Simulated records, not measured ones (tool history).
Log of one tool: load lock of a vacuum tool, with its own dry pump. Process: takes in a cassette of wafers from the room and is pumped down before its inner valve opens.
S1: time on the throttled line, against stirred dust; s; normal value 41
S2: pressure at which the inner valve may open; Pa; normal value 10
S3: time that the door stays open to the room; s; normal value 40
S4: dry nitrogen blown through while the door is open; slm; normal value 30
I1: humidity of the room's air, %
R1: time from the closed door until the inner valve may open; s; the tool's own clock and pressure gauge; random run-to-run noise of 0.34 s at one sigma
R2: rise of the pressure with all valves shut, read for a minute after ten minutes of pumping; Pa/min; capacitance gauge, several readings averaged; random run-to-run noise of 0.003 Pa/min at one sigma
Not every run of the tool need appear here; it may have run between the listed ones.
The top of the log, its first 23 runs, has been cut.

run	day	S1	S2	S3	S4	I1	R1	R2
24	502.388	39	11	40	6	42.8	86.1	0.068
25	522.508	39	11	112	6	45.6	86.4	0.105
26	543.383	39	11	112	6	44.8	86.5	0.106
27	567.350	58	10	40	4	43.3	102.0	0.084
28	587.962	41	10	40	5	41.7	88.8	0.082
29	611.208	41	10	40	5	45.9	89.8	0.093
30	628.783	21	19	40	13	48.0	69.3	0.091
31	655.283	21	19	40	13	46.5	68.7	0.099

The next listed run, before its measurement:
32	667.467	21	19	40	13	42.6	?	?

R1: 69.5 s
R2: 0.096 Pa/min
Had the tool carried no hidden state, the very same run would have given R1 66.4 s, R2 0.031 Pa/min.

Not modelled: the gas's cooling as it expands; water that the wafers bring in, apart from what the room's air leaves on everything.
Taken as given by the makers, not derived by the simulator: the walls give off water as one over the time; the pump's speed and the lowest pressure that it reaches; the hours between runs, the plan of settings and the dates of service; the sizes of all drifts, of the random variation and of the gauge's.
